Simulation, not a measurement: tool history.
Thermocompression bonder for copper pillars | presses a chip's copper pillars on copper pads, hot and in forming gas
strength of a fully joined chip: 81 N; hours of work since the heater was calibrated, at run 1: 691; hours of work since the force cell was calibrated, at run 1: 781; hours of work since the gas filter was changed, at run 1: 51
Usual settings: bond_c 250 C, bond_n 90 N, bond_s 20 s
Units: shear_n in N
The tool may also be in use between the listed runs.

run,hour,bond_c,bond_n,bond_s,hours of work since the heater was calibrated,hours of work since the force cell was calibrated,hours of work since the gas filter was changed,shear_n
1,0.0,250,90,20,691,781,51,42.2
2,24.7,250,113,20,708,797,68,49.3
# hour 63.0: force cell calibrated
3,65.9,250,113,20,734,2,95,50.1
4,120.1,250,113,20,771,38,131,50.4
# hour 150.8: forming gas filter changed
5,168.2,250,113,20,802,70,12,49.7
6,195.6,250,90,20,821,88,30,42.3
7,252.6,250,90,20,859,127,68,42.5
8,279.5,250,90,20,877,144,86,41.6
9,337.4,250,90,20,916,183,125,40.6
# hour 374.8: forming gas filter changed
10,374.8,250,90,20,940,208,0,41.9
11,427.8,250,90,23,976,243,35,44.0
12,471.5,250,90,29,1005,273,65,46.9
13,502.1,250,85,20,1025,293,85,40.7
14,555.2,250,90,20,1061,329,121,41.6
# hour 600.2: forming gas filter changed
15,600.2,250,90,20,1091,358,0,41.2
16,643.7,262,90,20,1120,387,29,47.5
17,690.0,262,90,20,1151,418,60,47.5
18,736.4,262,90,12,1182,449,91,39.3
19,763.7,262,90,12,1200,468,109,39.9
20,799.0,262,90,12,1224,491,133,39.8
# hour 825.4: forming gas filter changed
21,851.7,237,109,20,1259,526,18,43.5
22,879.4,237,81,20,1277,545,36,34.0
23,911.8,250,90,15,1299,566,58,38.0
24,935.9,250,109,37,1315,582,74,56.7
25,993.0,250,109,37,1353,621,112,57.8
26,1032.9,250,90,22,1380,647,139,43.6

Forecast run 27:
# hour 1050.0: forming gas filter changed
27,1068.5,277,76,48,1403,671,12,?

{"run 27": {"shear_n": 61.2}}
Without the tool's hidden state the same run would have given shear_n 61.3 N.
